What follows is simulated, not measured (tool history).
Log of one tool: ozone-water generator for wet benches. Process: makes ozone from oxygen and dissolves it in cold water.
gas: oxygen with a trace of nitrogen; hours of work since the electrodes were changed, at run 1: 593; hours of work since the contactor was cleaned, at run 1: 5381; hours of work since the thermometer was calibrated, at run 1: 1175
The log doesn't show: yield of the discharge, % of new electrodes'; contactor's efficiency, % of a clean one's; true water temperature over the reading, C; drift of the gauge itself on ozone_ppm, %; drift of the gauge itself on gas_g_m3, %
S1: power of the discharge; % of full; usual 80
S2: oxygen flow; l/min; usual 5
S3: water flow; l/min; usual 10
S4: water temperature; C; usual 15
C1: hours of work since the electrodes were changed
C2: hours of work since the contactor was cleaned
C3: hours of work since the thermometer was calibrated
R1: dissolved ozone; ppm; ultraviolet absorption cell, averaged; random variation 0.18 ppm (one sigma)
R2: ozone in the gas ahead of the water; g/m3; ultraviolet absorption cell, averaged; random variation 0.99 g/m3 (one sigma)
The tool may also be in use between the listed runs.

run   hour  S1    S2  S3  S4   C1    C2    C3    R1     R2
  1      0  80     5  10  15  593  5381  1175  24.7  169.2
  2   41.1  80     5  10  15  620  5409  1203  24.7  168.6
  3   61.6  80     5  10  11  634  5423  1217  26.2  168.8
  4   84.5  80     5  10  15  649  5438  1232  24.5  169.4
  5  104.3  80     5  10  15  662  5451  1245  24.9    168
  6  128.5  80     5  10  15  679  5467  1261  24.6  168.7
  7  158.6  80     5  14  15  699  5487  1281    20  167.6
  8  177.3  80  7.61  10  15  711  5500  1294    25  147.3
  9  198.9  80  7.61  10  15  726  5514  1308  25.2  149.6
 10  228.2  83  7.61  10  15  745  5534  1328  25.9  152.1
 11  264.5  83  7.61  10  15  769  5558  1352  25.9  151.4
 12  292.1  83  3.69   7  13  788  5577  1371  31.1  192.5
 13  309.7  83  3.69   7  13  800  5589  1383  31.2  189.6
 14  333.5  83  3.69  16  17  816  5604  1399  16.8  189.6

Run 15 comes next. What will it give?
 15  371.1  99  3.91  10  15  841  5630  1424   ?   ?

{"run 15": {"R1": 28.4, "R2": 218.7}}
Without the tool's hidden state the same run would have given R1 29.9 ppm, R2 223.8 g/m3.
